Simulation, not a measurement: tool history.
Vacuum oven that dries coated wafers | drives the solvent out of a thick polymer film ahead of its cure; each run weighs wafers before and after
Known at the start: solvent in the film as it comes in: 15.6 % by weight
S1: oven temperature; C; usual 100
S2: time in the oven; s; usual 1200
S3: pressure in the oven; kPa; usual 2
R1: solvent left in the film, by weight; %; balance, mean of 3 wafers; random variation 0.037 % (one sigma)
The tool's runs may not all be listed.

{"run": 1, "hour": 0.0, "S1": 100, "S2": 1200, "S3": 2, "R1": 4.54}
{"run": 2, "hour": 14.3, "S1": 100, "S2": 1200, "S3": 2, "R1": 4.54}
{"run": 3, "hour": 40.3, "S1": 100, "S2": 1200, "S3": 2, "R1": 4.48}
{"run": 4, "hour": 65.8, "S1": 100, "S2": 1200, "S3": 2, "R1": 4.55}
{"run": 5, "hour": 79.1, "S1": 100, "S2": 1200, "S3": 2, "R1": 4.52}
{"run": 6, "hour": 103.1, "S1": 100, "S2": 1200, "S3": 6.43, "R1": 7.25}
{"run": 7, "hour": 130.4, "S1": 100, "S2": 1200, "S3": 6.43, "R1": 7.25}
{"run": 8, "hour": 157.6, "S1": 100, "S2": 1200, "S3": 6.43, "R1": 7.26}
{"hour": 161.8, "done": "oven's thermocouples calibrated"}
{"run": 9, "hour": 183.8, "S1": 100, "S2": 1200, "S3": 2, "R1": 4.51}
{"run": 10, "hour": 197.3, "S1": 100, "S2": 600, "S3": 6.62, "R1": 9.47}
{"run": 11, "hour": 210.3, "S1": 100, "S2": 600, "S3": 6.62, "R1": 9.44}
{"run": 12, "hour": 237.4, "S1": 100, "S2": 600, "S3": 6.62, "R1": 9.36}
{"hour": 246.4, "done": "oven's thermocouples calibrated, once more"}
{"run": 13, "hour": 252.8, "S1": 100, "S2": 600, "S3": 6.62, "R1": 9.52}
{"run": 14, "hour": 267.1, "S1": 114, "S2": 1020, "S3": 3.75, "R1": 2.78}
{"run": 15, "hour": 281.5, "S1": 113, "S2": 2040, "S3": 1.44, "R1": 0.91}
{"run": 16, "hour": 297.9, "S1": 113, "S2": 2040, "S3": 1.44, "R1": 0.93}
{"run": 17, "hour": 319.5, "S1": 90, "S2": 780, "S3": 3.12, "R1": 9.61}
{"run": 18, "hour": 339.7, "S1": 96, "S2": 1260, "S3": 2.5, "R1": 5.81}

Forecast each of these 3 alternatives for the next run:
{"run": "A", "hour": 363.1, "S1": 96, "S2": 1740, "S3": 1.81, "R1": "?"}
{"run": "B", "hour": 363.1, "S1": 96, "S2": 780, "S3": 2.5, "R1": "?"}
{"run": "C", "hour": 363.1, "S1": 111, "S2": 660, "S3": 6.73, "R1": "?"}

run=A R1=4.1
run=B R1=7.69
run=C R1=6.04
Without the tool's hidden state the same runs would have given:
run=A R1=4.13
run=B R1=7.75
run=C R1=6.12
